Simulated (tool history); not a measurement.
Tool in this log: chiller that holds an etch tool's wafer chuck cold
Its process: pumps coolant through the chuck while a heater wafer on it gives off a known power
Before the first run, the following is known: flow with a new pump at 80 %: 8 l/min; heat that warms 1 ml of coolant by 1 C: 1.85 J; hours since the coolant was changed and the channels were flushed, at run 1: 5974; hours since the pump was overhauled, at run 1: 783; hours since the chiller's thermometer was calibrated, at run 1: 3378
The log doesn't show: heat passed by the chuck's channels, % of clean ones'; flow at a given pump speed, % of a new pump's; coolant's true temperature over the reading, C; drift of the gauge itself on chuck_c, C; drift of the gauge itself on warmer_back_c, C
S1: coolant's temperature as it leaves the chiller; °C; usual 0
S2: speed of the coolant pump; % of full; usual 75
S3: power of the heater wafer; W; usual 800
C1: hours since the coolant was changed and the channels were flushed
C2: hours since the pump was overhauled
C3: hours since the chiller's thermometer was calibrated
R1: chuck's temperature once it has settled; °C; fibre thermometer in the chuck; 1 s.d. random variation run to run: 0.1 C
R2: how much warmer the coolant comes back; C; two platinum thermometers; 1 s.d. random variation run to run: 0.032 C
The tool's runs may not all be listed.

Run 1, day 0.000: usual settings; C1 5974; C2 783; C3 3378. Result: R1 9.1 °C, R2 3.54 C.
Run 2, day 3.496: usual settings; C1 6058; C2 867; C3 3462. Result: R1 9.1 °C, R2 3.51 C.
Run 3, day 8.917: usual settings; C1 6188; C2 997; C3 3592. Result: R1 9.1 °C, R2 3.49 C.
Run 4, day 11.638: usual settings; C1 6253; C2 1062; C3 3658. Result: R1 9.2 °C, R2 3.54 C.
Run 5, day 16.788: usual settings; C1 6377; C2 1186; C3 3781. Result: R1 9.3 °C, R2 3.54 C.
Run 6, day 19.867: usual settings; C1 6451; C2 1260; C3 3855. Result: R1 9.3 °C, R2 3.51 C.
Run 7, day 25.571: usual settings; C1 6587; C2 1397; C3 3992. Result: R1 9.4 °C, R2 3.53 C.
Run 8, day 31.292: usual settings; C1 6725; C2 1534; C3 4130. Result: R1 9.2 °C, R2 3.55 C.
Run 9, day 36.650: usual settings; C1 6853; C2 1663; C3 4258. Result: R1 9.4 °C, R2 3.50 C.
Run 10, day 39.546: usual settings; C1 6923; C2 1732; C3 4328. Result: R1 9.3 °C, R2 3.53 C.
Run 11, day 44.483: usual settings; C1 7041; C2 1851; C3 4446. Result: R1 9.6 °C, R2 3.57 C.
Run 12, day 49.033: usual settings; C1 7151; C2 1960; C3 4555. Result: R1 9.5 °C, R2 3.59 C.
Run 13, day 54.392: usual settings; C1 7279; C2 2089; C3 4684. Result: R1 9.5 °C, R2 3.54 C.
At day 58.271: coolant changed, channels flushed.
Run 14, day 59.392: usual settings but S1 3 °C; C1 27; C2 2203; C3 4798. Result: R1 12.0 °C, R2 3.52 C.
Run 15, day 61.900: usual settings; C1 87; C2 2263; C3 4858. Result: R1 9.0 °C, R2 3.55 C.
Run 16, day 65.742: usual settings; C1 179; C2 2355; C3 4950. Result: R1 9.0 °C, R2 3.54 C.
At day 66.583: chiller's thermometer calibrated.
Run 17, day 68.179: usual settings but S1 1 °C; C1 237; C2 2412; C3 38. Result: R1 9.7 °C, R2 3.55 C.
Run 18, day 73.546: usual settings but S1 1 °C; C1 366; C2 2541; C3 167. Result: R1 9.5 °C, R2 3.53 C.
Run 19, day 76.442: usual settings but S1 1 °C, S2 78 % of full; C1 435; C2 2611; C3 237. Result: R1 9.4 °C, R2 3.37 C.
Run 20, day 79.629: usual settings but S1 1 °C, S2 81 % of full; C1 512; C2 2687; C3 313. Result: R1 9.1 °C, R2 3.35 C.
Run 21, day 84.162: usual settings but S1 1 °C, S2 81 % of full; C1 620; C2 2796; C3 422. Result: R1 9.2 °C, R2 3.31 C.
Run 22, day 86.708: usual settings but S1 2 °C, S3 456 W; C1 682; C2 2857; C3 483. Result: R1 7.0 °C, R2 2.03 C.
Run 23, day 92.288: usual settings but S1 2 °C, S2 82 % of full, S3 456 W; C1 815; C2 2991; C3 617. Result: R1 6.5 °C, R2 1.85 C.
Run 24, day 95.404: usual settings but S1 2 °C, S2 82 % of full, S3 456 W; C1 890; C2 3066; C3 692. Result: R1 6.6 °C, R2 1.89 C.
Run 25, day 98.167: usual settings but S1 -9 °C, S2 78 % of full, S3 935 W; C1 956; C2 3132; C3 758. Result: R1 0.8 °C, R2 4.08 C.
Run 26, day 100.967: usual settings but S1 -9 °C, S2 78 % of full, S3 935 W; C1 1024; C2 3199; C3 825. Result: R1 1.0 °C, R2 4.07 C.
Run 27, day 104.175: usual settings but S1 -9 °C, S2 87 % of full, S3 766 W; C1 1101; C2 3276; C3 902. Result: R1 -1.5 °C, R2 3.05 C.
Run 28, day 108.071: usual settings but S1 -9 °C, S2 87 % of full, S3 766 W; C1 1194; C2 3370; C3 996. Result: R1 -1.4 °C, R2 3.02 C.
Run 29, day 111.229: usual settings but S1 -5 °C; C1 1270; C2 3446; C3 1072. Result: R1 3.9 °C, R2 3.63 C.
Run 30, day 114.546: usual settings but S1 -6 °C, S2 90 % of full; C1 1350; C2 3525; C3 1151. Result: R1 1.5 °C, R2 3.04 C.
Run 31, day 119.000: usual settings but S1 -6 °C, S2 90 % of full; C1 1457; C2 3632; C3 1258. Result: R1 1.6 °C, R2 3.01 C.
Run 32, day 122.917: usual settings but S1 -4 °C, S2 90 % of full, S3 468 W; C1 1551; C2 3726; C3 1352. Result: R1 0.5 °C, R2 1.73 C.

Predict each of these 4 candidate next runs independently; none follows another, all start after run 32:
Run A, day 128.146: usual settings but S2 83 % of full, S3 943 W; C1 1676; C2 3852; C3 1478. Result: R1 ?, R2 ?.
Run B, day 128.146: usual settings but S1 10 °C, S2 90 % of full, S3 820 W; C1 1676; C2 3852; C3 1478. Result: R1 ?, R2 ?.
Run C, day 128.146: usual settings but S1 4 °C, S2 93 % of full, S3 468 W; C1 1676; C2 3852; C3 1478. Result: R1 ?, R2 ?.
Run D, day 128.146: usual settings but S1 -4 °C, S2 90 % of full; C1 1676; C2 3852; C3 1478. Result: R1 ?, R2 ?.

run    R1    R2
  A   9.8  3.96
  B  18.0  3.12
  C   8.4  1.79
  D   3.7  3.09
Without the tool's unlogged condition, the same runs would have read:
run    R1    R2
  A   9.2  3.77
  B  17.5  2.97
  C   8.1  1.70
  D   3.2  2.93
